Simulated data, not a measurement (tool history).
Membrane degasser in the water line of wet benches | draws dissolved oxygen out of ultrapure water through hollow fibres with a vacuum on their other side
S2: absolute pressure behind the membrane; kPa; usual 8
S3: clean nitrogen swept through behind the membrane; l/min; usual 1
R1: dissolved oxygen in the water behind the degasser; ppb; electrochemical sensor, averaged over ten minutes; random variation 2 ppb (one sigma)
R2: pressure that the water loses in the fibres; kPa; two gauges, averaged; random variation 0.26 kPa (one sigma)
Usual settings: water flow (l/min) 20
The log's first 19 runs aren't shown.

{"run": 20, "hour": 631.7, "water flow (l/min)": 14, "S2": 8, "S3": 2.77, "R1": 61.6, "R2": 49.16}
{"run": 21, "hour": 669.6, "water flow (l/min)": 14, "S2": 8, "S3": 2.77, "R1": 61.3, "R2": 49.29}
{"run": 22, "hour": 696.8, "water flow (l/min)": 20, "S2": 5.77, "S3": 0.91, "R1": 133.3, "R2": 70.44}
{"run": 23, "hour": 737.2, "water flow (l/min)": 20, "S2": 8, "S3": 1.17, "R1": 192.4, "R2": 69.33}
{"run": 24, "hour": 780.6, "water flow (l/min)": 20, "S2": 6.1, "S3": 0.41, "R1": 275.7, "R2": 70.38}
{"run": 25, "hour": 823.7, "water flow (l/min)": 28, "S2": 13.73, "S3": 2.22, "R1": 313.5, "R2": 98.15}
{"run": 26, "hour": 860.7, "water flow (l/min)": 20, "S2": 5.33, "S3": 1, "R1": 101.5, "R2": 70.42}
{"run": 27, "hour": 886.0, "water flow (l/min)": 20, "S2": 4.81, "S3": 0.41, "R1": 164.9, "R2": 69.85}
{"run": 28, "hour": 932.2, "water flow (l/min)": 12, "S2": 5.14, "S3": 0.93, "R1": 62.2, "R2": 42.2}
{"run": 29, "hour": 971.5, "water flow (l/min)": 21, "S2": 5.14, "S3": 1.71, "R1": 62.9, "R2": 73.5}
{"run": 30, "hour": 992.7, "water flow (l/min)": 21, "S2": 5.14, "S3": 1.71, "R1": 62.3, "R2": 73.1}
{"run": 31, "hour": 1029.7, "water flow (l/min)": 14, "S2": 5.14, "S3": 1.71, "R1": 41.4, "R2": 49.12}
{"run": 32, "hour": 1058.0, "water flow (l/min)": 14, "S2": 5.14, "S3": 0.65, "R1": 99, "R2": 49.2}

3 ways to go on from here, each from the tool as it stands after run 32. What would each give?
{"run": "A", "hour": 1102.3, "water flow (l/min)": 14, "S2": 11.25, "S3": 2.3, "R1": "?", "R2": "?"}
{"run": "B", "hour": 1102.3, "water flow (l/min)": 25, "S2": 11.4, "S3": 2.47, "R1": "?", "R2": "?"}
{"run": "C", "hour": 1102.3, "water flow (l/min)": 14, "S2": 5.14, "S3": 1.12, "R1": "?", "R2": "?"}

run=A R1=120.8 R2=48.97
run=B R1=202.6 R2=87.06
run=C R1=62.1 R2=49.12
Without the tool's hidden state the same runs would have given:
run=A R1=118.2 R2=48.55
run=B R1=198.6 R2=86.32
run=C R1=57.8 R2=48.7
